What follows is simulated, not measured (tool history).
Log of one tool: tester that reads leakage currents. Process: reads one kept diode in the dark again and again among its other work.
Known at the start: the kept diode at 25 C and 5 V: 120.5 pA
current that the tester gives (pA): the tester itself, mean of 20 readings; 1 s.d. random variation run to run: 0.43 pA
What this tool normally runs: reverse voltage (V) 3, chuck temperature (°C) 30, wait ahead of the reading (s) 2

run	day	reverse voltage (V)	chuck temperature (°C)	wait ahead of the reading (s)	current that the tester gives (pA)
1	0	3	30	2	150.01
2	4.396	3	30	2	151.41
3	6.767	3	30	2	152.38
4	10.842	3	30	2	152.33
5	15.183	3	30	2	154.28
6	19.346	3	40	2	353.02
7	21.812	10.62	30	2	301.27
8	25.179	10.62	30	2	304
9	27.562	10.62	30	2	305.71
10	30.233	10.62	40	2	695.09
11	34.512	2.01	23	7.44	70.51
12	36.942	3	32	2	188.73

Consider 4 possible next runs. They are alternatives, not a sequence: every one starts from the tool as it was left by run 12. What does each give?
A	40.225	3	54	2	?
B	40.225	3	32	7.09	?
C	40.225	12.31	32	2	?
D	40.225	3	32	0.34	?

run	current that the tester gives (pA)
A	1053.29
B	190.07
C	396.67
D	189.84
Had the tool no hidden state, the same runs would have come out as:
run	current that the tester gives (pA)
A	958.41
B	169.91
C	352.24
D	169.79
